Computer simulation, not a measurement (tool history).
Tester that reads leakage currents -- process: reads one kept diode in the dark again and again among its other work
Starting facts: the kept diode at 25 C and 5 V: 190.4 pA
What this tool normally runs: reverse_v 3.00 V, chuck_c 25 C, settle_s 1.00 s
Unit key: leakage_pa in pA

run 1 hour=0.0 | reverse_v=3.00 chuck_c=25 settle_s=1.00 | leakage_pa=170.35
run 2 hour=23.9 | reverse_v=3.00 chuck_c=25 settle_s=1.00 | leakage_pa=170.81
run 3 hour=51.0 | reverse_v=3.00 chuck_c=25 settle_s=1.00 | leakage_pa=171.16
-- hour=69.7 chuck's temperature calibrated
run 4 hour=75.9 | reverse_v=3.00 chuck_c=25 settle_s=1.00 | leakage_pa=148.54
run 5 hour=106.2 | reverse_v=3.00 chuck_c=21 settle_s=1.00 | leakage_pa=106.67
run 6 hour=126.2 | reverse_v=2.78 chuck_c=28 settle_s=2.90 | leakage_pa=183.76
run 7 hour=141.9 | reverse_v=7.07 chuck_c=24 settle_s=1.00 | leakage_pa=208.75
run 8 hour=156.2 | reverse_v=3.00 chuck_c=25 settle_s=0.37 | leakage_pa=152.65
run 9 hour=182.2 | reverse_v=3.00 chuck_c=25 settle_s=0.37 | leakage_pa=152.94
run 10 hour=212.7 | reverse_v=3.00 chuck_c=25 settle_s=0.37 | leakage_pa=153.83

Alternative continuations, all from the tool just after run 10; predict every row:
run A hour=238.8 | reverse_v=4.72 chuck_c=25 settle_s=1.76 | leakage_pa=?
run B hour=238.8 | reverse_v=11.79 chuck_c=25 settle_s=0.37 | leakage_pa=?
run C hour=238.8 | reverse_v=1.45 chuck_c=44 settle_s=1.91 | leakage_pa=?

run=A leakage_pa=188.20
run=B leakage_pa=305.67
run=C leakage_pa=475.95
Had the tool no hidden state, the same runs would have come out as:
run=A leakage_pa=186.23
run=B leakage_pa=298.18
run=C leakage_pa=480.86

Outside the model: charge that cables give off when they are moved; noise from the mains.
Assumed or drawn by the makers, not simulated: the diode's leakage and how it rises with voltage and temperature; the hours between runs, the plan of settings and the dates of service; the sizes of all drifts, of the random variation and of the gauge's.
